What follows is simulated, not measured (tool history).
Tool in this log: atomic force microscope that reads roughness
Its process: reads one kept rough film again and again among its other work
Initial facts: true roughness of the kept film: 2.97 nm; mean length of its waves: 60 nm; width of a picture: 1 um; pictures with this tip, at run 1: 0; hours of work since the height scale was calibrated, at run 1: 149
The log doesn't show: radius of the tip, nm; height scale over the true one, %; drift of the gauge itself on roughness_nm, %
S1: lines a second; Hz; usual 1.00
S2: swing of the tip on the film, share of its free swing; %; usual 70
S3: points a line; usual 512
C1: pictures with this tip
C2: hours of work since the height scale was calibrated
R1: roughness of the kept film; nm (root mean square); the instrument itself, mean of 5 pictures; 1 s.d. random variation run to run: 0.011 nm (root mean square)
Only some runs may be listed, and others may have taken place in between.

| run | hour | S1 | S2 | S3 | C1 | C2 | R1 |
|---|---|---|---|---|---|---|---|
| 1 | 0.0 | 1.00 | 70 | 512 | 0 | 149 | 2.672 |
| 2 | 16.2 | 1.00 | 70 | 512 | 20 | 158 | 2.626 |
| 3 | 37.0 | 1.00 | 70 | 512 | 46 | 171 | 2.578 |
|  | 52.5 | new tip fitted |
| 4 | 70.0 | 1.00 | 70 | 512 | 22 | 190 | 2.637 |
| 5 | 98.7 | 1.00 | 70 | 512 | 58 | 208 | 2.549 |
|  | 105.8 | new tip fitted |
| 6 | 114.5 | 1.00 | 70 | 360 | 11 | 217 | 2.656 |
| 7 | 132.3 | 1.00 | 70 | 360 | 33 | 227 | 2.602 |
| 8 | 151.5 | 1.00 | 70 | 905 | 57 | 239 | 2.560 |
|  | 159.8 | new tip fitted |
| 9 | 172.9 | 1.00 | 70 | 905 | 16 | 251 | 2.656 |
| 10 | 204.7 | 1.00 | 70 | 542 | 56 | 270 | 2.568 |
|  | 213.2 | new tip fitted |
| 11 | 228.5 | 1.00 | 70 | 542 | 19 | 284 | 2.638 |
| 12 | 242.5 | 1.00 | 70 | 542 | 36 | 293 | 2.605 |
| 13 | 256.3 | 1.00 | 70 | 542 | 54 | 301 | 2.569 |
|  | 266.2 | new tip fitted |
| 14 | 280.7 | 1.00 | 70 | 542 | 19 | 315 | 2.626 |
| 15 | 300.6 | 1.00 | 70 | 958 | 43 | 327 | 2.595 |
|  | 319.5 | new tip fitted |
| 16 | 323.6 | 1.00 | 70 | 958 | 6 | 341 | 2.637 |
| 17 | 349.3 | 1.00 | 70 | 958 | 38 | 356 | 2.590 |
| 18 | 367.4 | 3.31 | 66 | 406 | 60 | 367 | 2.294 |
|  | 372.0 | new tip fitted |
| 19 | 394.7 | 1.00 | 70 | 504 | 29 | 383 | 2.636 |
| 20 | 416.6 | 1.00 | 70 | 504 | 56 | 396 | 2.575 |
|  | 424.6 | new tip fitted |
| 21 | 445.5 | 0.63 | 70 | 512 | 27 | 413 | 2.677 |
| 22 | 460.0 | 2.28 | 63 | 512 | 45 | 422 | 2.500 |
|  | 477.2 | new tip fitted |
| 23 | 487.7 | 0.50 | 81 | 653 | 13 | 438 | 2.661 |

Here are 4 independent what-if runs from the current tool condition. What would each one return?
| A | 513.8 | 0.95 | 70 | 653 | 45 | 453 | ? |
| B | 513.8 | 1.95 | 81 | 281 | 45 | 453 | ? |
| C | 513.8 | 0.50 | 57 | 633 | 45 | 453 | ? |
| D | 513.8 | 1.20 | 81 | 653 | 45 | 453 | ? |

| run | R1 |
|---|---|
| A | 2.570 |
| B | 2.200 |
| C | 2.691 |
| D | 2.401 |
Had the tool no hidden state, the same runs would have come out as:
| run | R1 |
|---|---|
| A | 2.703 |
| B | 2.314 |
| C | 2.830 |
| D | 2.525 |

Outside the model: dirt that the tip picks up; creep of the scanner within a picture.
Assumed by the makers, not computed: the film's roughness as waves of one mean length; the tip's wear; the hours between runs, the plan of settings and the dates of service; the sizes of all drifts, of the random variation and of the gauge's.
